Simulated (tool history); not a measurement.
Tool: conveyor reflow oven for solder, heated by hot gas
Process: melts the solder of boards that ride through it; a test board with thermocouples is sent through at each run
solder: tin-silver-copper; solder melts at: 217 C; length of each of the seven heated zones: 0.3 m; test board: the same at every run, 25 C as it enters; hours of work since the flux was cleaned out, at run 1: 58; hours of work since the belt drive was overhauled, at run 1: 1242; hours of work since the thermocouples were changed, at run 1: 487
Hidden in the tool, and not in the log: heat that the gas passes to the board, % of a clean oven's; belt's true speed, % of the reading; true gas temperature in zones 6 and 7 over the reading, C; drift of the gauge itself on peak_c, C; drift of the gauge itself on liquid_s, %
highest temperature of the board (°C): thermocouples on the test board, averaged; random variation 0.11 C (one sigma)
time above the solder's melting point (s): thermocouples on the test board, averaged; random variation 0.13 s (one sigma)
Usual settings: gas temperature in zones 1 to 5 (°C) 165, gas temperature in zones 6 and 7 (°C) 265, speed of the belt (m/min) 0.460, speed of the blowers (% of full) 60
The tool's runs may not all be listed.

run	hour	gas temperature in zones 1 to 5 (°C)	gas temperature in zones 6 and 7 (°C)	speed of the belt (m/min)	speed of the blowers (% of full)	hours of work since the flux was cleaned out	hours of work since the belt drive was overhauled	hours of work since the thermocouples were changed	highest temperature of the board (°C)	time above the solder's melting point (s)
1	0.0	165	265	0.460	60	58	1242	487	243.0	46.5
2	32.3	165	265	0.460	60	75	1259	504	242.9	46.5
3	92.4	165	265	0.460	60	106	1290	535	242.7	46.1
4	168.2	165	265	0.460	60	146	1330	575	242.2	45.7
# hour 184.8: belt drive overhauled, speed set with a stopwatch
# hour 199.4: flux residue cleaned out of gas plates and filters
5	252.4	165	265	0.460	60	28	33	614	240.3	42.2
6	283.4	165	265	0.460	60	44	49	630	240.0	41.8
7	331.7	165	265	0.460	60	69	74	656	239.6	41.4
8	380.7	165	265	0.460	60	95	100	681	239.5	41.0
9	436.6	165	265	0.460	60	124	129	710	239.2	40.8
10	469.6	165	265	0.460	60	141	146	728	239.1	40.6
# hour 508.5: flux residue cleaned out of gas plates and filters
# hour 527.2: flux residue cleaned out of gas plates and filters, once more
11	541.0	165	265	0.460	60	7	178	760	243.3	46.3
12	596.6	165	265	0.460	60	36	207	789	243.1	46.0
13	665.7	165	265	0.460	60	72	244	825	242.9	45.6
14	716.2	165	265	0.460	60	99	270	851	242.3	45.1
15	751.5	165	265	0.460	60	117	288	870	242.2	44.8
16	821.4	165	265	0.539	60	154	325	906	235.0	29.5
# hour 837.5: flux residue cleaned out of gas plates and filters
17	893.6	165	265	0.539	60	29	360	941	236.5	31.6
18	960.6	170	278	0.460	60	64	395	977	254.8	58.0
19	1025.9	170	278	0.460	60	98	429	1011	254.7	57.5
20	1056.9	172	277	0.413	57	115	445	1027	257.3	68.1
21	1088.7	169	276	0.460	60	131	462	1043	252.3	55.4
# hour 1096.8: thermocouples of zones 6 and 7 changed
# hour 1150.6: flux residue cleaned out of gas plates and filters
22	1152.2	165	265	0.530	65	1	492	26	238.6	35.0
23	1226.8	165	265	0.530	65	40	531	65	238.2	34.3
24	1291.1	165	265	0.525	51	73	564	99	233.7	28.6
25	1355.8	160	263	0.525	53	107	598	133	231.1	24.3
26	1400.2	165	253	0.377	63	130	621	156	239.1	54.4
# hour 1457.4: flux residue cleaned out of gas plates and filters
27	1464.5	170	272	0.495	89	4	652	187	253.6	53.9
28	1507.0	170	272	0.495	89	26	674	209	253.4	53.5
29	1557.9	170	272	0.495	89	53	701	236	253.0	53.5

How the hidden state differs across the entries between the runs, from the last listed run before each to the first after it:
Between runs 4 and 5: belt drive overhauled, speed set with a stopwatch (hour 184.8); flux residue cleaned out of gas plates and filters (hour 199.4)
  heat that the gas passes to the board, % of a clean oven's: 94.4 -> 89.8; belt's true speed, % of the reading: 98.35 -> 99.91; true gas temperature in zones 6 and 7 over the reading, C: 0.35 -> 0.4
  measured less the result without the state, highest temperature of the board (°C): -0.7 -> -2.7; time above the solder's melting point (s): -0.2 -> -3.7
Between runs 10 and 11: flux residue cleaned out of gas plates and filters (hour 508.5); flux residue cleaned out of gas plates and filters, once more (hour 527.2)
  heat that the gas passes to the board, % of a clean oven's: 86 -> 99.2; belt's true speed, % of the reading: 99.77 -> 99.73; true gas temperature in zones 6 and 7 over the reading, C: 0.54 -> 0.58
  measured less the result without the state, highest temperature of the board (°C): -3.8 -> +0.3; time above the solder's melting point (s): -5.3 -> +0.5
Between runs 16 and 17: flux residue cleaned out of gas plates and filters (hour 837.5)
  heat that the gas passes to the board, % of a clean oven's: 93.7 -> 98.5; belt's true speed, % of the reading: 99.54 -> 99.5; true gas temperature in zones 6 and 7 over the reading, C: 0.75 -> 0.8
  measured less the result without the state, highest temperature of the board (°C): -1.4 -> +0.3; time above the solder's melting point (s): -1.8 -> +0.4
Between runs 21 and 22: thermocouples of zones 6 and 7 changed (hour 1096.8); flux residue cleaned out of gas plates and filters (hour 1150.6)
  heat that the gas passes to the board, % of a clean oven's: 94.7 -> 99.5; belt's true speed, % of the reading: 99.37 -> 99.34; true gas temperature in zones 6 and 7 over the reading, C: 0.91 -> -0.2
  measured less the result without the state, highest temperature of the board (°C): -0.6 -> +0.0; time above the solder's melting point (s): -0.4 -> +0.2
Between runs 26 and 27: flux residue cleaned out of gas plates and filters (hour 1457.4)
  heat that the gas passes to the board, % of a clean oven's: 94.8 -> 99.2; belt's true speed, % of the reading: 99.18 -> 99.14; true gas temperature in zones 6 and 7 over the reading, C: -0.04 -> -0.01
  measured less the result without the state, highest temperature of the board (°C): -0.8 -> +0.0; time above the solder's melting point (s): -1.2 -> +0.5
